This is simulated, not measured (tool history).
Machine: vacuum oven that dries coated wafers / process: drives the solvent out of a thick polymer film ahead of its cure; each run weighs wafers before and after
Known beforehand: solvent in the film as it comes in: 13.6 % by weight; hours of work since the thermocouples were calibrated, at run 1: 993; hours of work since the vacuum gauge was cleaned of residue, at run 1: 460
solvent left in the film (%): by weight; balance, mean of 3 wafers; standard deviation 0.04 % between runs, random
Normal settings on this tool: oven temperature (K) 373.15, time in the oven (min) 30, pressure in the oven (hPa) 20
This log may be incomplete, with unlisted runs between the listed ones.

run   hour  oven temperature (K)  time in the oven (min)  pressure in the oven (hPa)  hours of work since the thermocouples were calibrated  hours of work since the vacuum gauge was cleaned of residue  solvent left in the film (%)
  1      0                373.15                      30                          20                                                    993                                                          460                          1.23
  2   29.2                373.15                      30                          20                                                   1014                                                          480                          1.21
  3   42.7                373.15                      30                          20                                                   1023                                                          490                          1.17
  4   68.4                373.15                      30                          20                                                   1041                                                          508                          1.29
  5   81.3                373.15                      30                          20                                                   1050                                                          517                          1.21
  6  109.7                373.15                      30                          20                                                   1070                                                          537                          1.17
  7  138.8                373.15                      52                          20                                                   1091                                                          557                          0.52
  8  153.8                373.15                      30                          20                                                   1101                                                          568                          1.18
  9    180                373.15                      30                          20                                                   1120                                                          586                          1.22
 10  199.6                373.15                      30                          20                                                   1133                                                          600                          1.21
 11  216.3                373.15                      30                          20                                                   1145                                                          612                          1.23
 12  239.6                373.15                      30                          20                                                   1162                                                          628                          1.27
     243.2  -- vacuum gauge cleaned of residue and calibrated
 13  270.9                373.15                      31                          20                                                   1182                                                           20                          1.17
 14    291                373.15                      31                          20                                                   1197                                                           34                          1.18
 15  320.8                375.15                      30                        18.1                                                   1217                                                           55                          0.99
 16  334.1                370.15                      30                        63.2                                                   1227                                                           64                          2.61
 17  357.8                366.15                      30                        10.6                                                   1244                                                           81                          2.27
 18  382.4                360.15                      30                        27.5                                                   1261                                                           98                           4.2
     393.5  -- vacuum gauge cleaned of residue and calibrated, once more
 19  400.9                360.15                      30                        27.5                                                   1273                                                            5                          4.11
 20    414                360.15                      30                        27.5                                                   1282                                                           14                          4.14
 21  430.4                362.15                      30                        35.8                                                   1293                                                           26                          3.86
 22  455.2                373.15                      30                          10                                                   1311                                                           43                          0.92
 23  483.8                373.15                      16                        10.5                                                   1331                                                           63                          2.91
 24  498.3                377.15                      33                          20                                                   1341                                                           74                          0.72
 25  522.8                388.15                      30                        53.5                                                   1358                                                           91                          0.72

Predict each of these 5 candidate next runs independently; none follows another, all start after run 25:
  A  540.5                359.15                      30                        53.5                                                   1371                                                          103                             ?
  B  540.5                373.15                      18                        53.5                                                   1371                                                          103                             ?
  C  540.5                388.15                      48                        53.5                                                   1371                                                          103                             ?
  D  540.5                388.15                      15                        65.5                                                   1371                                                          103                             ?
  E  540.5                368.15                      22                        53.5                                                   1371                                                          103                             ?

run  solvent left in the film (%)
  A                          5.02
  B                          3.27
  C                          0.64
  D                          1.24
  E                           3.9
What these runs would have given with no unlogged condition in the tool:
run  solvent left in the film (%)
  A                          4.61
  B                          2.93
  C                          0.61
  D                          1.08
  E                          3.53
